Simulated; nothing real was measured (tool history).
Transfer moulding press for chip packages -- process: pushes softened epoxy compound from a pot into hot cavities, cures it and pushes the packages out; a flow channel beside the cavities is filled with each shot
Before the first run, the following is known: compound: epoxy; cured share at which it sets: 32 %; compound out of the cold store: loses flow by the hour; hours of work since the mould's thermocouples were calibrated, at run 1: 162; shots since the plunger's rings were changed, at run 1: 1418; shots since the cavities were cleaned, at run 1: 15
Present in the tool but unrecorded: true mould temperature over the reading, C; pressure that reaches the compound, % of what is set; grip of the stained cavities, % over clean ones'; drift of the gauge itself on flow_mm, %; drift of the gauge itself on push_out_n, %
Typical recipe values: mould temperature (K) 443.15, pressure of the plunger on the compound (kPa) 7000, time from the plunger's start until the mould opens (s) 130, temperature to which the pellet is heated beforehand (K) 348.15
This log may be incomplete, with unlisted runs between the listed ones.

| run | hour | mould temperature (K) | pressure of the plunger on the compound (kPa) | time from the plunger's start until the mould opens (s) | temperature to which the pellet is heated beforehand (K) | hours of work since the mould's thermocouples were calibrated | shots since the plunger's rings were changed | shots since the cavities were cleaned | incoming compound's hours out of the cold store | length that the compound runs in the flow channel (mm) | greatest force on the pins that push the packages out (N) |
|---|---|---|---|---|---|---|---|---|---|---|---|
| 1 | 0 | 443.15 | 7000 | 130 | 348.15 | 162 | 1418 | 15 | 27.1 | 827 | 521 |
| 2 | 9.9 | 443.15 | 7470 | 130 | 348.15 | 167 | 1498 | 95 | 43.4 | 766 | 628 |
| 3 | 15.7 | 443.15 | 7470 | 130 | 348.15 | 171 | 1545 | 142 | 32.4 | 826 | 707 |
| 4 | 19.9 | 443.15 | 7470 | 130 | 348.15 | 173 | 1579 | 176 | 18.3 | 916 | 736 |
| 5 | 29.4 | 450.15 | 7000 | 130 | 348.15 | 178 | 1656 | 253 | 24.1 | 818 | 670 |
| 6 | 37.3 | 450.15 | 7000 | 130 | 348.15 | 182 | 1720 | 317 | 24.2 | 814 | 704 |
| 7 | 46.8 | 450.15 | 7000 | 130 | 348.15 | 187 | 1797 | 394 | 37.3 | 745 | 764 |
| 8 | 55.8 | 443.15 | 7000 | 130 | 348.15 | 192 | 1870 | 467 | 20.7 | 869 | 905 |
| 9 | 60.4 | 443.15 | 7000 | 130 | 350.15 | 195 | 1907 | 504 | 23.7 | 845 | 935 |
| 10 | 64.4 | 443.15 | 7000 | 130 | 350.15 | 197 | 1940 | 537 | 16.4 | 896 | 937 |
| 11 | 68.7 | 443.15 | 7010 | 130 | 348.15 | 199 | 1975 | 572 | 17.8 | 886 | 940 |
| 12 | 75.8 | 443.15 | 7010 | 130 | 348.15 | 203 | 2032 | 629 | 24.4 | 838 | 937 |
| 13 | 80.5 | 443.15 | 7010 | 130 | 348.15 | 206 | 2070 | 667 | 41.6 | 746 | 926 |
| 14 | 85.7 | 443.15 | 7010 | 130 | 348.15 | 208 | 2112 | 709 | 23.2 | 853 | 980 |
|  | 88.5 | cavities cleaned with cleaning compound and waxed |
| 15 | 94.9 | 443.15 | 7010 | 130 | 348.15 | 213 | 2175 | 52 | 25.1 | 835 | 588 |
| 16 | 104.6 | 439.15 | 5840 | 130 | 348.15 | 218 | 2253 | 130 | 27.2 | 765 | 842 |
| 17 | 112.1 | 438.15 | 6240 | 130 | 348.15 | 222 | 2314 | 191 | 41.3 | 725 | 975 |
| 18 | 118 | 438.15 | 6240 | 130 | 340.15 | 225 | 2362 | 239 | 21.4 | 832 | 1086 |
| 19 | 125.4 | 443.15 | 7000 | 119 | 342.15 | 229 | 2421 | 298 | 27.1 | 823 | 921 |
| 20 | 130.1 | 443.15 | 7000 | 130 | 345.15 | 232 | 2459 | 336 | 10.1 | 927 | 890 |
| 21 | 134.5 | 443.15 | 5800 | 130 | 344.15 | 234 | 2495 | 372 | 46.1 | 655 | 838 |
| 22 | 140.9 | 443.15 | 5200 | 169 | 348.15 | 237 | 2547 | 424 | 36.9 | 664 | 761 |
| 23 | 146.6 | 451.15 | 5200 | 169 | 339.15 | 240 | 2594 | 471 | 12.5 | 758 | 745 |
| 24 | 151.7 | 451.15 | 5200 | 169 | 339.15 | 243 | 2634 | 511 | 27.5 | 685 | 773 |
| 25 | 157.4 | 451.15 | 5200 | 169 | 339.15 | 246 | 2681 | 558 | 46 | 602 | 807 |
| 26 | 164.7 | 451.15 | 5200 | 169 | 339.15 | 250 | 2740 | 617 | 27.9 | 677 | 824 |

4 options for the next run, each taken on its own from the tool as it stands now. Forecast them:
| A | 172.4 | 443.15 | 6340 | 130 | 348.15 | 254 | 2803 | 680 | 9 | ? | ? |
| B | 172.4 | 439.15 | 7130 | 130 | 339.15 | 254 | 2803 | 680 | 42.8 | ? | ? |
| C | 172.4 | 451.15 | 7880 | 110 | 339.15 | 254 | 2803 | 680 | 10.9 | ? | ? |
| D | 172.4 | 441.15 | 8490 | 126 | 348.15 | 254 | 2803 | 680 | 29.1 | ? | ? |

| run | length that the compound runs in the flow channel (mm) | greatest force on the pins that push the packages out (N) |
|---|---|---|
| A | 887 | 1062 |
| B | 757 | 1180 |
| C | 942 | 854 |
| D | 902 | 1107 |
With no hidden state in the tool, these same runs would have given:
| run | length that the compound runs in the flow channel (mm) | greatest force on the pins that push the packages out (N) |
|---|---|---|
| A | 915 | 540 |
| B | 781 | 593 |
| C | 972 | 441 |
| D | 931 | 554 |
